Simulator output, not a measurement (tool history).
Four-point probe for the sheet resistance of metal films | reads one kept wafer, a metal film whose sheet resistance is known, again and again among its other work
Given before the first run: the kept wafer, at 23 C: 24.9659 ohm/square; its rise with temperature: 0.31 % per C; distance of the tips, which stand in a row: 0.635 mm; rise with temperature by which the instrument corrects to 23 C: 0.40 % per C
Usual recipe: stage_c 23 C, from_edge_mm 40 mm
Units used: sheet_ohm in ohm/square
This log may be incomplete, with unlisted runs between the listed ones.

{"run": 1, "day": 0.0, "stage_c": 23, "from_edge_mm": 40, "sheet_ohm": 24.965499}
{"run": 2, "day": 0.65, "stage_c": 23, "from_edge_mm": 44, "sheet_ohm": 24.964444}
{"run": 3, "day": 1.171, "stage_c": 23, "from_edge_mm": 44, "sheet_ohm": 24.967781}
{"run": 4, "day": 2.0, "stage_c": 23, "from_edge_mm": 40, "sheet_ohm": 24.963156}
{"run": 5, "day": 2.708, "stage_c": 23, "from_edge_mm": 40, "sheet_ohm": 24.970092}
{"run": 6, "day": 3.612, "stage_c": 23, "from_edge_mm": 40, "sheet_ohm": 24.971363}
{"run": 7, "day": 4.483, "stage_c": 23, "from_edge_mm": 40, "sheet_ohm": 24.97236}
{"run": 8, "day": 4.917, "stage_c": 23, "from_edge_mm": 40, "sheet_ohm": 24.968517}
{"run": 9, "day": 5.762, "stage_c": 23, "from_edge_mm": 40, "sheet_ohm": 24.968776}
{"run": 10, "day": 6.133, "stage_c": 23, "from_edge_mm": 16, "sheet_ohm": 24.982464}
{"run": 11, "day": 7.042, "stage_c": 23, "from_edge_mm": 16, "sheet_ohm": 24.988588}
{"run": 12, "day": 7.758, "stage_c": 23, "from_edge_mm": 16, "sheet_ohm": 24.990594}
{"run": 13, "day": 8.4, "stage_c": 23, "from_edge_mm": 16, "sheet_ohm": 24.98497}
{"run": 14, "day": 8.971, "stage_c": 23, "from_edge_mm": 40, "sheet_ohm": 24.956002}
{"run": 15, "day": 9.629, "stage_c": 23, "from_edge_mm": 3, "sheet_ohm": 25.549019}
{"run": 16, "day": 10.092, "stage_c": 23, "from_edge_mm": 3, "sheet_ohm": 25.560918}
{"run": 17, "day": 10.667, "stage_c": 23, "from_edge_mm": 3, "sheet_ohm": 25.555338}
{"run": 18, "day": 11.5, "stage_c": 22, "from_edge_mm": 15, "sheet_ohm": 25.007399}
{"run": 19, "day": 12.162, "stage_c": 25, "from_edge_mm": 9, "sheet_ohm": 24.981413}
{"run": 20, "day": 12.708, "stage_c": 34, "from_edge_mm": 45, "sheet_ohm": 24.718946}
{"run": 21, "day": 13.238, "stage_c": 34, "from_edge_mm": 45, "sheet_ohm": 24.717947}
{"run": 22, "day": 13.729, "stage_c": 31, "from_edge_mm": 9, "sheet_ohm": 24.839169}
{"run": 23, "day": 14.479, "stage_c": 19, "from_edge_mm": 26, "sheet_ohm": 25.074852}
{"run": 24, "day": 14.996, "stage_c": 19, "from_edge_mm": 26, "sheet_ohm": 25.075862}
{"run": 25, "day": 15.821, "stage_c": 25, "from_edge_mm": 9, "sheet_ohm": 24.98037}
{"run": 26, "day": 16.354, "stage_c": 25, "from_edge_mm": 9, "sheet_ohm": 24.979797}
{"run": 27, "day": 16.725, "stage_c": 23, "from_edge_mm": 12, "sheet_ohm": 25.005369}
{"run": 28, "day": 17.604, "stage_c": 19, "from_edge_mm": 4, "sheet_ohm": 25.3987}
{"run": 29, "day": 18.025, "stage_c": 28, "from_edge_mm": 52, "sheet_ohm": 24.850182}
{"run": 30, "day": 18.412, "stage_c": 25, "from_edge_mm": 11, "sheet_ohm": 24.962348}
{"run": 31, "day": 19.042, "stage_c": 25, "from_edge_mm": 11, "sheet_ohm": 24.953567}
{"run": 32, "day": 19.729, "stage_c": 22, "from_edge_mm": 40, "sheet_ohm": 24.998894}
{"run": 33, "day": 20.633, "stage_c": 33, "from_edge_mm": 33, "sheet_ohm": 24.73053}
{"run": 34, "day": 21.5, "stage_c": 19, "from_edge_mm": 8, "sheet_ohm": 25.147389}

Below are 4 alternative next runs, each starting from the tool's condition after run 34. Predict each:
{"run": "A", "day": 22.279, "stage_c": 33, "from_edge_mm": 16, "sheet_ohm": "?"}
{"run": "B", "day": 22.279, "stage_c": 23, "from_edge_mm": 10, "sheet_ohm": "?"}
{"run": "C", "day": 22.279, "stage_c": 23, "from_edge_mm": 7, "sheet_ohm": "?"}
{"run": "D", "day": 22.279, "stage_c": 24, "from_edge_mm": 8, "sheet_ohm": "?"}

run=A sheet_ohm=24.753797
run=B sheet_ohm=25.017265
run=C sheet_ohm=25.073739
run=D sheet_ohm=25.035578
What these runs would have given with no unlogged condition in the tool:
run=A sheet_ohm=24.753746
run=B sheet_ohm=25.017212
run=C sheet_ohm=25.073685
run=D sheet_ohm=25.035525
